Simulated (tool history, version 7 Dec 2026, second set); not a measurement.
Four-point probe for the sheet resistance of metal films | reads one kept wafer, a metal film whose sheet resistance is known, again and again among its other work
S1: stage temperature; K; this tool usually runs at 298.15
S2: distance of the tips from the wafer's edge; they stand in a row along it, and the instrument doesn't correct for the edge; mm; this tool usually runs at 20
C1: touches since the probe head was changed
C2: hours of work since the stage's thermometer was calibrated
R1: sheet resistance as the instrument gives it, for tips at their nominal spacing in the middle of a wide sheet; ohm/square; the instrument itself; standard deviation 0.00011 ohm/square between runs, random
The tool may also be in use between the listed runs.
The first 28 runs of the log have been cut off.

run 29 day=96.938 | S1=307.15 S2=43 | C1=174278 C2=2638 | R1=0.530022
run 30 day=100.779 | S1=307.15 S2=43 | C1=178563 C2=2696 | R1=0.529921
run 31 day=105.329 | S1=307.15 S2=11 | C1=183642 C2=2764 | R1=0.530677
run 32 day=108.971 | S1=307.15 S2=11 | C1=187701 C2=2819 | R1=0.530908
run 33 day=112.729 | S1=307.15 S2=11 | C1=191897 C2=2876 | R1=0.530874
-- day=115.629 stage's thermometer calibrated
run 34 day=116.825 | S1=306.15 S2=6 | C1=196442 C2=18 | R1=0.533863
run 35 day=119.579 | S1=302.15 S2=20 | C1=199515 C2=60 | R1=0.533951
run 36 day=122.350 | S1=302.15 S2=20 | C1=202605 C2=101 | R1=0.534014
run 37 day=124.896 | S1=302.15 S2=25 | C1=205442 C2=140 | R1=0.533955
run 38 day=128.771 | S1=295.15 S2=3 | C1=209765 C2=198 | R1=0.552162
run 39 day=132.267 | S1=295.15 S2=3 | C1=213666 C2=251 | R1=0.552186
run 40 day=136.346 | S1=291.15 S2=5 | C1=218215 C2=312 | R1=0.547516
run 41 day=138.717 | S1=308.15 S2=12 | C1=220863 C2=348 | R1=0.529917
run 42 day=142.146 | S1=308.15 S2=12 | C1=224688 C2=400 | R1=0.529854
run 43 day=146.508 | S1=308.15 S2=12 | C1=229554 C2=465 | R1=0.529976
-- day=150.775 new probe head fitted
run 44 day=150.967 | S1=293.15 S2=48 | C1=213 C2=532 | R1=0.541036
run 45 day=155.325 | S1=301.15 S2=4 | C1=5078 C2=598 | R1=0.541641
run 46 day=157.938 | S1=301.15 S2=4 | C1=7991 C2=637 | R1=0.541667

Branching from run 46: 3 alternative next runs. What would each branch give?
run A day=160.662 | S1=298.15 S2=21 | C1=11031 C2=678 | R1=?
run B day=160.662 | S1=297.15 S2=5 | C1=11031 C2=678 | R1=?
run C day=160.662 | S1=295.15 S2=53 | C1=11031 C2=678 | R1=?

run=A R1=0.537322
run=B R1=0.542419
run=C R1=0.539518
What these runs would have given with no unlogged condition in the tool:
run=A R1=0.537308
run=B R1=0.542405
run=C R1=0.539504
